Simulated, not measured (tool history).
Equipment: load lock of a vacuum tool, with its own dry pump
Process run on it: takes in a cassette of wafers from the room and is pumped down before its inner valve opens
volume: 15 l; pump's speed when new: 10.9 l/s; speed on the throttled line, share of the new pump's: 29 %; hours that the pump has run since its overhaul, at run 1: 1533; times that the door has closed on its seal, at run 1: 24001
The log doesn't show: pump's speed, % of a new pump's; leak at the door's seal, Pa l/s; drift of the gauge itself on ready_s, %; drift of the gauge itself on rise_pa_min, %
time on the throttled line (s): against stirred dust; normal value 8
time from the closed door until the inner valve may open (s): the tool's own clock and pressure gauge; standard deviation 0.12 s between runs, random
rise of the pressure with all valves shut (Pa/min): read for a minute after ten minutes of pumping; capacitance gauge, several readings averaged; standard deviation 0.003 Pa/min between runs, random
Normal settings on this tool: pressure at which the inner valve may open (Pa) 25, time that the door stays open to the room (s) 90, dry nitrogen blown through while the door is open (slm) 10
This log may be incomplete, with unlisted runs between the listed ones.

| run | day | time on the throttled line (s) | pressure at which the inner valve may open (Pa) | time that the door stays open to the room (s) | dry nitrogen blown through while the door is open (slm) | hours that the pump has run since its overhaul | times that the door has closed on its seal | incoming humidity of the room's air, % | time from the closed door until the inner valve may open (s) | rise of the pressure with all valves shut (Pa/min) |
|---|---|---|---|---|---|---|---|---|---|---|
| 1 | 0 | 8 | 25 | 90 | 10 | 1533 | 24001 | 45.1 | 17.2 | 0.171 |
| 2 | 3.629 | 9 | 25 | 90 | 10 | 1621 | 24395 | 41.4 | 18.1 | 0.171 |
| 3 | 7.3 | 9 | 25 | 90 | 10 | 1709 | 24793 | 44.7 | 18.1 | 0.176 |
| 4 | 9.938 | 8 | 25 | 90 | 10 | 1772 | 25079 | 45.4 | 17.6 | 0.173 |
| 5 | 12.854 | 8 | 25 | 90 | 10 | 1842 | 25396 | 45.9 | 17.4 | 0.183 |
| 6 | 15.208 | 8 | 25 | 90 | 10 | 1898 | 25651 | 45.8 | 17.5 | 0.181 |
| 7 | 18.646 | 8 | 25 | 90 | 10 | 1981 | 26024 | 44.4 | 17.5 | 0.18 |
| 8 | 20.525 | 8 | 25 | 90 | 10 | 2026 | 26228 | 42.7 | 17.4 | 0.183 |
| 9 | 24.071 | 8 | 25 | 90 | 10 | 2111 | 26612 | 43.9 | 17.5 | 0.185 |
| 10 | 27.5 | 8 | 25 | 90 | 10 | 2193 | 26984 | 44.1 | 17.4 | 0.194 |
| 11 | 31.021 | 8 | 25 | 90 | 10 | 2278 | 27366 | 45.4 | 17.5 | 0.2 |
| 12 | 33.062 | 8 | 25 | 90 | 10 | 2327 | 27588 | 44.8 | 17.7 | 0.197 |
| 13 | 36.638 | 8 | 25 | 90 | 10 | 2413 | 27975 | 47 | 17.5 | 0.205 |
| 14 | 40.225 | 8 | 28 | 90 | 10 | 2499 | 28365 | 44.1 | 17.5 | 0.209 |
| 15 | 43.088 | 6 | 25 | 29 | 22 | 2568 | 28675 | 45.9 | 16.3 | 0.19 |
| 16 | 45.283 | 8 | 28 | 94 | 6 | 2620 | 28913 | 45.6 | 17.3 | 0.218 |
| 17 | 48.758 | 4 | 21 | 90 | 10 | 2704 | 29290 | 47.1 | 14.8 | 0.215 |
| 18 | 52.788 | 4 | 21 | 90 | 10 | 2800 | 29727 | 42.6 | 14.9 | 0.216 |
| 19 | 57.2 | 4 | 21 | 90 | 27 | 2906 | 30206 | 42.3 | 15.1 | 0.213 |
| 20 | 60 | 4 | 21 | 90 | 27 | 2973 | 30510 | 46 | 15.2 | 0.215 |
| 21 | 63.004 | 4 | 21 | 90 | 27 | 3046 | 30835 | 47.2 | 15 | 0.215 |
| 22 | 67.483 | 10 | 25 | 90 | 18 | 3153 | 31321 | 44.6 | 18.9 | 0.235 |
| 23 | 69.417 | 7 | 26 | 25 | 5 | 3199 | 31531 | 44.8 | 16.8 | 0.231 |

Branching from run 23: 5 alternative next runs. What would each branch give?
| A | 73.667 | 9 | 25 | 90 | 10 | 3301 | 31992 | 41.8 | ? | ? |
| B | 73.667 | 7 | 26 | 90 | 5 | 3301 | 31992 | 48.4 | ? | ? |
| C | 73.667 | 8 | 25 | 36 | 16 | 3301 | 31992 | 45.5 | ? | ? |
| D | 73.667 | 12 | 26 | 25 | 5 | 3301 | 31992 | 44.1 | ? | ? |
| E | 73.667 | 7 | 25 | 31 | 7 | 3301 | 31992 | 46.1 | ? | ? |

| run | time from the closed door until the inner valve may open (s) | rise of the pressure with all valves shut (Pa/min) |
|---|---|---|
| A | 18.3 | 0.249 |
| B | 16.7 | 0.251 |
| C | 17.6 | 0.228 |
| D | 20.4 | 0.235 |
| E | 16.9 | 0.245 |
What these runs would have given with no unlogged condition in the tool:
| run | time from the closed door until the inner valve may open (s) | rise of the pressure with all valves shut (Pa/min) |
|---|---|---|
| A | 17.9 | 0.047 |
| B | 16.4 | 0.053 |
| C | 17.3 | 0.032 |
| D | 20.1 | 0.036 |
| E | 16.5 | 0.042 |

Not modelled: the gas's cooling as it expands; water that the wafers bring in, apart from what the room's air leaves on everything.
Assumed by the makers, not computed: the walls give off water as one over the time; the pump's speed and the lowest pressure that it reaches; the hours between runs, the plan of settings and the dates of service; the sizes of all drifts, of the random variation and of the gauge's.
